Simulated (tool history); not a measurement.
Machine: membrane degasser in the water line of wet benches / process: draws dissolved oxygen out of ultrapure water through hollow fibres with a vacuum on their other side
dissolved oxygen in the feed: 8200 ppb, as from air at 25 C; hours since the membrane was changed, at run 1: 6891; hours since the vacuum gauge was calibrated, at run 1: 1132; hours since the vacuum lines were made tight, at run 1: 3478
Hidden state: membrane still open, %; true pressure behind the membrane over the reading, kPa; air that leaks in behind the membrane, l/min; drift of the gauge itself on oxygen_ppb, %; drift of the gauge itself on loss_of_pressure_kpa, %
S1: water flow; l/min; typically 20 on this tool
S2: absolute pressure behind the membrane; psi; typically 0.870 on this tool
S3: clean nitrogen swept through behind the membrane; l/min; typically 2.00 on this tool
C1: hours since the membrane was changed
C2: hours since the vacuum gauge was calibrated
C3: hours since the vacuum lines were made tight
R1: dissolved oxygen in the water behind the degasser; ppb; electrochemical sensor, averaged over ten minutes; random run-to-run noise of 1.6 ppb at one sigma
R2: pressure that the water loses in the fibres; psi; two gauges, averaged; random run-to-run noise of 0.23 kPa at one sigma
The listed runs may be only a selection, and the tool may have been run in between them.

run 1 hour=0.0 | S1=20 S2=0.870 S3=2.00 | C1=6891 C2=1132 C3=3478 | R1=181.9 R2=9.050
run 2 hour=184.7 | S1=20 S2=0.870 S3=2.00 | C1=7076 C2=1317 C3=3663 | R1=178.5 R2=9.053
run 3 hour=373.6 | S1=20 S2=0.870 S3=2.00 | C1=7265 C2=1506 C3=3852 | R1=178.3 R2=9.024
run 4 hour=595.0 | S1=20 S2=0.870 S3=2.00 | C1=7486 C2=1727 C3=4073 | R1=177.7 R2=9.046
run 5 hour=731.5 | S1=20 S2=0.870 S3=2.00 | C1=7623 C2=1864 C3=4210 | R1=178.8 R2=9.078
run 6 hour=941.3 | S1=20 S2=0.870 S3=2.00 | C1=7833 C2=2074 C3=4419 | R1=178.2 R2=9.085
run 7 hour=1060.8 | S1=20 S2=0.870 S3=2.00 | C1=7952 C2=2193 C3=4539 | R1=180.3 R2=9.098
run 8 hour=1173.2 | S1=20 S2=0.870 S3=2.00 | C1=8065 C2=2306 C3=4651 | R1=179.9 R2=9.082
run 9 hour=1303.8 | S1=20 S2=0.870 S3=2.00 | C1=8195 C2=2436 C3=4782 | R1=183.4 R2=9.107
run 10 hour=1497.6 | S1=25 S2=0.870 S3=2.00 | C1=8389 C2=2630 C3=4976 | R1=327.0 R2=11.351
run 11 hour=1615.0 | S1=25 S2=0.870 S3=2.00 | C1=8506 C2=2747 C3=5093 | R1=331.1 R2=11.416
run 12 hour=1753.5 | S1=20 S2=0.870 S3=4.38 | C1=8645 C2=2886 C3=5232 | R1=148.4 R2=9.127
-- hour=1767.3 vacuum gauge calibrated
run 13 hour=1908.4 | S1=20 S2=0.870 S3=4.38 | C1=8799 C2=141 C3=5386 | R1=149.5 R2=9.139
run 14 hour=2061.8 | S1=20 S2=1.215 S3=2.00 | C1=8953 C2=295 C3=5539 | R1=242.6 R2=9.150
-- hour=2093.8 vacuum gauge calibrated, once more
run 15 hour=2229.1 | S1=20 S2=1.215 S3=2.00 | C1=9119 C2=135 C3=5706 | R1=244.2 R2=9.190
run 16 hour=2415.3 | S1=20 S2=0.870 S3=2.00 | C1=9306 C2=322 C3=5892 | R1=184.5 R2=9.163
run 17 hour=2579.2 | S1=20 S2=0.870 S3=2.00 | C1=9470 C2=485 C3=6056 | R1=187.2 R2=9.216
run 18 hour=2681.2 | S1=26 S2=1.056 S3=1.42 | C1=9572 C2=587 C3=6158 | R1=441.9 R2=12.018
run 19 hour=2833.0 | S1=26 S2=0.621 S3=1.52 | C1=9723 C2=739 C3=6310 | R1=327.6 R2=12.054
run 20 hour=3049.3 | S1=15 S2=0.621 S3=1.52 | C1=9940 C2=955 C3=6526 | R1=62.8 R2=6.894
run 21 hour=3225.1 | S1=15 S2=0.621 S3=1.52 | C1=10115 C2=1131 C3=6702 | R1=63.4 R2=6.927
run 22 hour=3326.5 | S1=17 S2=0.870 S3=2.00 | C1=10217 C2=1233 C3=6804 | R1=124.9 R2=7.842
run 23 hour=3511.9 | S1=16 S2=1.244 S3=2.00 | C1=10402 C2=1418 C3=6989 | R1=154.2 R2=7.403
run 24 hour=3657.5 | S1=16 S2=1.244 S3=2.00 | C1=10548 C2=1564 C3=7135 | R1=157.1 R2=7.430
run 25 hour=3872.1 | S1=16 S2=1.244 S3=2.00 | C1=10762 C2=1778 C3=7349 | R1=158.2 R2=7.390
run 26 hour=4081.6 | S1=19 S2=0.658 S3=3.68 | C1=10972 C2=1988 C3=7559 | R1=121.6 R2=8.812
run 27 hour=4207.1 | S1=31 S2=0.870 S3=1.60 | C1=11098 C2=2113 C3=7684 | R1=597.7 R2=14.388
run 28 hour=4368.7 | S1=31 S2=0.870 S3=1.60 | C1=11259 C2=2275 C3=7846 | R1=589.6 R2=14.450
run 29 hour=4554.9 | S1=31 S2=1.832 S3=1.60 | C1=11445 C2=2461 C3=8032 | R1=838.6 R2=14.456
run 30 hour=4670.2 | S1=31 S2=1.832 S3=1.60 | C1=11561 C2=2576 C3=8147 | R1=829.2 R2=14.440
run 31 hour=4795.8 | S1=17 S2=1.020 S3=3.28 | C1=11686 C2=2702 C3=8273 | R1=120.9 R2=7.931
run 32 hour=5012.5 | S1=30 S2=1.070 S3=2.69 | C1=11903 C2=2919 C3=8489 | R1=550.5 R2=14.066
-- hour=5122.5 vacuum gauge calibrated
run 33 hour=5122.5 | S1=30 S2=1.070 S3=2.69 | C1=12012 C2=0 C3=8599 | R1=538.8 R2=14.016

Selected run-to-run steps in R1, each split into two signed amounts: the part the tool would show with no hidden state at all (from settings, incoming material and random variation), and the remainder, which goes to the hidden state together with any gauge scatter not common to the measured and the hidden-state-free results:
Run 26 -> 27: S1 19 -> 31, S2 0.658 -> 0.870, S3 3.68 -> 1.60. R1 +476.1 ppb: hidden state +70.7, all else +405.4.
Run 30 -> 31: S1 31 -> 17, S2 1.832 -> 1.020, S3 1.60 -> 3.28. R1 -708.3 ppb: hidden state -75.7, all else -632.6.
Run 31 -> 32: S1 17 -> 30, S2 1.020 -> 1.070, S3 3.28 -> 2.69. R1 +429.6 ppb: hidden state +78.6, all else +351.0.

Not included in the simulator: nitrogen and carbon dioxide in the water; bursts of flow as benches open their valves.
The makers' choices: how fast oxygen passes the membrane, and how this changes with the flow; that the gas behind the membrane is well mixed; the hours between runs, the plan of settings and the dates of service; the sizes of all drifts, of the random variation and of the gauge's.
